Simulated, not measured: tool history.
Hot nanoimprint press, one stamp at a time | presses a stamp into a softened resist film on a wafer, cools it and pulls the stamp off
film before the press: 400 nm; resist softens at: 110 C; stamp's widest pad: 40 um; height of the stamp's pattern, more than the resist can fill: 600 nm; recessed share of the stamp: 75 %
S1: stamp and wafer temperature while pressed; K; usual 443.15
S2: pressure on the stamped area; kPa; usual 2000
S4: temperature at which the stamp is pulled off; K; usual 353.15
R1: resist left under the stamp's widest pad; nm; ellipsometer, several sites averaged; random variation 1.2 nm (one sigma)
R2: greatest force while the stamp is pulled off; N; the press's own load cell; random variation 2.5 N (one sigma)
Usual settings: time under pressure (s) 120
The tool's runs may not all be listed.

{"run": 1, "hour": 0.0, "S1": 443.15, "S2": 2000, "time under pressure (s)": 120, "S4": 353.15, "R1": 197.4, "R2": 118}
{"run": 2, "hour": 16.4, "S1": 443.15, "S2": 2000, "time under pressure (s)": 120, "S4": 353.15, "R1": 196.0, "R2": 116}
{"run": 3, "hour": 37.3, "S1": 443.15, "S2": 2000, "time under pressure (s)": 120, "S4": 353.15, "R1": 196.4, "R2": 115}
{"run": 4, "hour": 71.4, "S1": 441.15, "S2": 2000, "time under pressure (s)": 120, "S4": 353.15, "R1": 214.3, "R2": 125}
{"run": 5, "hour": 98.8, "S1": 443.15, "S2": 2000, "time under pressure (s)": 120, "S4": 359.15, "R1": 198.7, "R2": 113}
{"run": 6, "hour": 134.1, "S1": 443.15, "S2": 2000, "time under pressure (s)": 120, "S4": 359.15, "R1": 198.5, "R2": 111}
{"run": 7, "hour": 167.2, "S1": 443.15, "S2": 2000, "time under pressure (s)": 120, "S4": 357.15, "R1": 200.2, "R2": 116}
{"run": 8, "hour": 188.6, "S1": 443.15, "S2": 2000, "time under pressure (s)": 120, "S4": 357.15, "R1": 200.0, "R2": 122}
{"run": 9, "hour": 218.6, "S1": 443.15, "S2": 2000, "time under pressure (s)": 120, "S4": 357.15, "R1": 202.2, "R2": 121}
{"run": 10, "hour": 238.3, "S1": 443.15, "S2": 2000, "time under pressure (s)": 120, "S4": 353.15, "R1": 202.0, "R2": 135}
{"run": 11, "hour": 263.8, "S1": 448.15, "S2": 2740, "time under pressure (s)": 79, "S4": 345.15, "R1": 169.4, "R2": 146}
{"run": 12, "hour": 288.6, "S1": 448.15, "S2": 2740, "time under pressure (s)": 79, "S4": 345.15, "R1": 169.2, "R2": 143}
{"hour": 321.1, "done": "stamp cleaned and given a new release coat"}
{"run": 13, "hour": 323.5, "S1": 443.15, "S2": 2000, "time under pressure (s)": 120, "S4": 343.15, "R1": 203.4, "R2": 134}
{"run": 14, "hour": 355.6, "S1": 443.15, "S2": 2000, "time under pressure (s)": 120, "S4": 343.15, "R1": 204.1, "R2": 128}
{"run": 15, "hour": 370.4, "S1": 443.15, "S2": 2000, "time under pressure (s)": 120, "S4": 343.15, "R1": 205.4, "R2": 137}
{"run": 16, "hour": 396.9, "S1": 443.15, "S2": 2000, "time under pressure (s)": 120, "S4": 343.15, "R1": 206.0, "R2": 146}
{"run": 17, "hour": 414.0, "S1": 443.15, "S2": 2000, "time under pressure (s)": 120, "S4": 343.15, "R1": 205.6, "R2": 143}
{"hour": 428.7, "done": "plate thermocouple calibrated"}
{"run": 18, "hour": 437.2, "S1": 443.15, "S2": 2000, "time under pressure (s)": 120, "S4": 343.15, "R1": 186.2, "R2": 136}
{"run": 19, "hour": 472.0, "S1": 443.15, "S2": 2000, "time under pressure (s)": 120, "S4": 343.15, "R1": 185.8, "R2": 143}
{"run": 20, "hour": 506.6, "S1": 443.15, "S2": 2000, "time under pressure (s)": 105, "S4": 350.15, "R1": 195.9, "R2": 131}

3 ways to go on from here, each from the tool as it stands after run 20. What would each give?
{"run": "A", "hour": 522.5, "S1": 449.15, "S2": 2090, "time under pressure (s)": 105, "S4": 350.15, "R1": "?", "R2": "?"}
{"run": "B", "hour": 522.5, "S1": 443.15, "S2": 2410, "time under pressure (s)": 120, "S4": 356.15, "R1": "?", "R2": "?"}
{"run": "C", "hour": 522.5, "S1": 433.15, "S2": 2680, "time under pressure (s)": 120, "S4": 353.15, "R1": "?", "R2": "?"}

run=A R1=155.9 R2=137
run=B R1=173.7 R2=120
run=C R1=247.0 R2=124
Without the tool's hidden state the same runs would have given:
run=A R1=153.1 R2=125
run=B R1=170.5 R2=109
run=C R1=242.8 R2=113
